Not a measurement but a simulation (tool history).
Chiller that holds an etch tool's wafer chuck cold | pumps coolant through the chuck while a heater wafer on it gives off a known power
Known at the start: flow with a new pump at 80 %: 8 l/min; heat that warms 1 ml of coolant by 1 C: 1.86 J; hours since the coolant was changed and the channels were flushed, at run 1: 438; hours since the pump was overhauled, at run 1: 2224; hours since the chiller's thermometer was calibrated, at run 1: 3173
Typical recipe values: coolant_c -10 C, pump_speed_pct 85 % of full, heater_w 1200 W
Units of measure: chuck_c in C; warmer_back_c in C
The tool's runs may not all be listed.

run	hour	coolant_c	pump_speed_pct	heater_w	hours since the coolant was changed and the channels were flushed	hours since the pump was overhauled	hours since the chiller's thermometer was calibrated	chuck_c	warmer_back_c
1	0	-10	85	1200	438	2224	3173	-1.4	4.51
2	153.3	-10	85	1200	591	2378	3327	-1.4	4.51
3	251.1	-10	85	826	689	2476	3424	-4.2	3.15
# hour 319.4: chiller's thermometer calibrated
4	366.2	-10	85	826	803	2590	47	-4.1	3.18
5	475.2	-10	85	1200	912	2699	156	-1.3	4.58
6	579.7	-10	85	1200	1017	2803	260	-1.6	4.55
7	653.4	-10	91	1200	1090	2877	334	-2	4.27
8	788.5	-10	85	1200	1226	3012	469	-1.5	4.57
9	877.2	-10	81	1200	1314	3101	558	-1.1	4.81
10	1028.2	-10	85	1200	1465	3252	709	-1.5	4.56
11	1173.7	-10	85	1200	1611	3397	854	-1.3	4.56
12	1288.2	-10	85	1200	1725	3512	969	-1.5	4.52
13	1410.1	-10	85	1200	1847	3634	1091	-1.4	4.59
14	1503.9	-10	76	1200	1941	3727	1184	-0.7	4.98
15	1634.1	-10	85	1200	2071	3858	1315	-1.5	4.54
16	1786.4	-15	96	1200	2223	4010	1467	-7.3	4.03
17	1902.5	-15	96	1200	2340	4126	1583	-7.5	4.09
18	2029.2	-4	92	1359	2466	4253	1710	5	4.79
19	2099	-4	92	1359	2536	4322	1780	5.2	4.84
20	2200	-10	69	796	2637	4423	1881	-3.3	3.66
21	2322.1	-14	85	790	2759	4546	2003	-8.5	3.01
22	2413.4	-3	84	790	2851	4637	2094	2.8	3.07
23	2537.3	-3	84	790	2974	4761	2218	2.9	3.05
24	2681.1	-7	85	1141	3118	4905	2362	1.1	4.32
25	2827.8	-13	85	779	3265	5051	2508	-7.7	2.96
26	2973.4	-10	85	772	3410	5197	2654	-4.4	2.88
27	3051.5	-13	85	1200	3489	5275	2732	-4.6	4.57
28	3136	-13	85	1200	3573	5359	2817	-4.5	4.57
29	3246.6	-7	85	1264	3684	5470	2927	2	4.78

What if the next run were any one of these 5? Each begins from the tool's condition after run 29:
A	3394.6	-17	68	1200	3832	5618	3075	?	?
B	3394.6	-20	85	1155	3832	5618	3075	?	?
C	3394.6	-10	77	1011	3832	5618	3075	?	?
D	3394.6	-14	92	1422	3832	5618	3075	?	?
E	3394.6	-10	94	1416	3832	5618	3075	?	?

run	chuck_c	warmer_back_c
A	-6.7	5.63
B	-11.9	4.34
C	-2.1	4.26
D	-4.7	4.98
E	-0.8	4.87
The same runs, with their run-to-run variation unchanged, on a tool lacking any hidden condition would have given:
run	chuck_c	warmer_back_c
A	-6.7	5.63
B	-11.9	4.34
C	-2.1	4.26
D	-4.7	4.97
E	-0.8	4.87
